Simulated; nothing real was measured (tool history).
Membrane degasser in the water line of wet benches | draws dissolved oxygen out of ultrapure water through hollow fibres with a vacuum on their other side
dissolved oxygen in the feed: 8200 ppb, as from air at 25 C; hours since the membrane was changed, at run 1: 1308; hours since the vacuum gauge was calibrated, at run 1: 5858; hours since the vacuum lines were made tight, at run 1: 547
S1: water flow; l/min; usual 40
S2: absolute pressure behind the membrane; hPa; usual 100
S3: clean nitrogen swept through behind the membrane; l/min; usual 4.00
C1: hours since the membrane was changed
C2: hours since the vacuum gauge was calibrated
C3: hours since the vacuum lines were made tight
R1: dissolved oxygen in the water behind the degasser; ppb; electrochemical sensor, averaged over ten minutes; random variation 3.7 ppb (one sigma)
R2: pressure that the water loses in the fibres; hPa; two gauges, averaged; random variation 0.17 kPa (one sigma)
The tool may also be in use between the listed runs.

| run | hour | S1 | S2 | S3 | C1 | C2 | C3 | R1 | R2 |
|---|---|---|---|---|---|---|---|---|---|
| 1 | 0.0 | 40 | 100 | 4.00 | 1308 | 5858 | 547 | 387.7 | 298.1 |
| 2 | 66.3 | 40 | 100 | 4.00 | 1374 | 5925 | 613 | 381.5 | 302.2 |
| 3 | 121.7 | 40 | 100 | 4.00 | 1429 | 5980 | 669 | 384.6 | 296.0 |
| 4 | 172.5 | 53 | 100 | 4.00 | 1480 | 6031 | 720 | 635.4 | 395.3 |
| 5 | 214.4 | 53 | 100 | 4.00 | 1522 | 6073 | 762 | 640.0 | 395.8 |
| 6 | 278.1 | 40 | 100 | 4.00 | 1586 | 6137 | 825 | 395.1 | 301.7 |
|  | 284.2 | vacuum gauge calibrated |
| 7 | 323.4 | 40 | 100 | 4.00 | 1631 | 39 | 870 | 396.6 | 298.9 |
| 8 | 383.7 | 40 | 100 | 4.00 | 1691 | 99 | 930 | 392.9 | 300.7 |
| 9 | 421.7 | 40 | 99 | 4.94 | 1729 | 138 | 968 | 363.0 | 300.1 |
| 10 | 471.5 | 28 | 238 | 4.00 | 1779 | 187 | 1018 | 419.0 | 210.7 |
| 11 | 503.6 | 28 | 136 | 4.00 | 1811 | 219 | 1050 | 261.5 | 210.1 |
| 12 | 559.4 | 28 | 93 | 4.00 | 1867 | 275 | 1106 | 191.8 | 208.4 |
| 13 | 621.5 | 28 | 93 | 4.00 | 1929 | 337 | 1168 | 191.9 | 208.7 |
|  | 628.4 | vacuum gauge calibrated, once more |
| 14 | 652.6 | 28 | 93 | 4.00 | 1959 | 24 | 1199 | 184.9 | 209.2 |
| 15 | 703.9 | 40 | 81 | 1.73 | 2011 | 76 | 1250 | 466.5 | 297.2 |

Forecast each of these 5 alternatives for the next run:
| A | 751.6 | 40 | 81 | 2.59 | 2058 | 123 | 1298 | ? | ? |
| B | 751.6 | 40 | 80 | 1.73 | 2058 | 123 | 1298 | ? | ? |
| C | 751.6 | 40 | 153 | 1.73 | 2058 | 123 | 1298 | ? | ? |
| D | 751.6 | 57 | 100 | 4.00 | 2058 | 123 | 1298 | ? | ? |
| E | 751.6 | 40 | 91 | 5.25 | 2058 | 123 | 1298 | ? | ? |

| run | R1 | R2 |
|---|---|---|
| A | 396.3 | 300.4 |
| B | 459.9 | 300.0 |
| C | 779.4 | 300.0 |
| D | 726.6 | 429.7 |
| E | 347.6 | 300.0 |
Without the tool's hidden state the same runs would have given:
| run | R1 | R2 |
|---|---|---|
| A | 378.3 | 294.1 |
| B | 441.7 | 293.7 |
| C | 762.0 | 293.7 |
| D | 696.3 | 420.7 |
| E | 329.3 | 293.7 |
